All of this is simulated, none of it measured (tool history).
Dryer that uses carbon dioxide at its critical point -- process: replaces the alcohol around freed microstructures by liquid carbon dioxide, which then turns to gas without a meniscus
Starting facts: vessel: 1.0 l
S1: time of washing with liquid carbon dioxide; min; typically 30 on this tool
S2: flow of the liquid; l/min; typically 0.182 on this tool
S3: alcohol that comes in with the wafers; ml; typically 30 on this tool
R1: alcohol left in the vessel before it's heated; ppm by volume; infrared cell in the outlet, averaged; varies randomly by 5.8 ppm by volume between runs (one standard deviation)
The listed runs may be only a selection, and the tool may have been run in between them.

run 1 hour=0.0 | S1=30 S2=0.182 S3=30 | R1=310
run 2 hour=18.4 | S1=30 S2=0.157 S3=30 | R1=534
run 3 hour=30.6 | S1=30 S2=0.157 S3=30 | R1=545
run 4 hour=44.9 | S1=19 S2=0.182 S3=30 | R1=1557
run 5 hour=65.7 | S1=19 S2=0.111 S3=30 | R1=4699
run 6 hour=84.9 | S1=39 S2=0.111 S3=30 | R1=728
run 7 hour=95.0 | S1=30 S2=0.124 S3=30 | R1=1224
run 8 hour=114.4 | S1=30 S2=0.182 S3=30 | R1=337
run 9 hour=124.8 | S1=30 S2=0.182 S3=30 | R1=324
run 10 hour=134.1 | S1=30 S2=0.182 S3=68 | R1=690
run 11 hour=152.0 | S1=30 S2=0.120 S3=30 | R1=1327
-- hour=159.5 inlet filter changed
run 12 hour=169.6 | S1=30 S2=0.120 S3=30 | R1=1092
run 13 hour=184.3 | S1=30 S2=0.120 S3=103 | R1=3549
run 14 hour=193.3 | S1=30 S2=0.182 S3=30 | R1=247
run 15 hour=210.5 | S1=19 S2=0.182 S3=30 | R1=1291
run 16 hour=230.9 | S1=38 S2=0.182 S3=30 | R1=109
run 17 hour=244.5 | S1=24 S2=0.182 S3=30 | R1=597
run 18 hour=256.5 | S1=24 S2=0.136 S3=30 | R1=1473
run 19 hour=267.0 | S1=27 S2=0.182 S3=30 | R1=387
run 20 hour=287.7 | S1=30 S2=0.182 S3=30 | R1=278
run 21 hour=302.5 | S1=30 S2=0.182 S3=30 | R1=276
run 22 hour=313.4 | S1=30 S2=0.182 S3=30 | R1=275
run 23 hour=329.9 | S1=20 S2=0.182 S3=30 | R1=1132
run 24 hour=343.3 | S1=29 S2=0.168 S3=71 | R1=871
run 25 hour=363.6 | S1=29 S2=0.168 S3=71 | R1=888
run 26 hour=376.6 | S1=29 S2=0.168 S3=71 | R1=908
run 27 hour=392.0 | S1=29 S2=0.142 S3=71 | R1=1658
run 28 hour=406.4 | S1=29 S2=0.142 S3=71 | R1=1683
run 29 hour=417.2 | S1=19 S2=0.281 S3=117 | R1=1065
run 30 hour=433.7 | S1=21 S2=0.278 S3=66 | R1=442
run 31 hour=454.3 | S1=21 S2=0.290 S3=66 | R1=366
run 32 hour=463.1 | S1=21 S2=0.290 S3=66 | R1=387
run 33 hour=472.7 | S1=21 S2=0.290 S3=66 | R1=373
run 34 hour=491.5 | S1=42 S2=0.133 S3=32 | R1=271
run 35 hour=506.5 | S1=30 S2=0.112 S3=30 | R1=1412
run 36 hour=528.0 | S1=30 S2=0.127 S3=30 | R1=983

Run 37 has not been measured yet. What should we expect?
run 37 hour=541.5 | S1=24 S2=0.239 S3=30 | R1=?

{"run 37": {"R1": 268}}
Were there no unlogged condition in the tool, this run, its random variation unchanged, would have produced R1 174 ppm by volume.
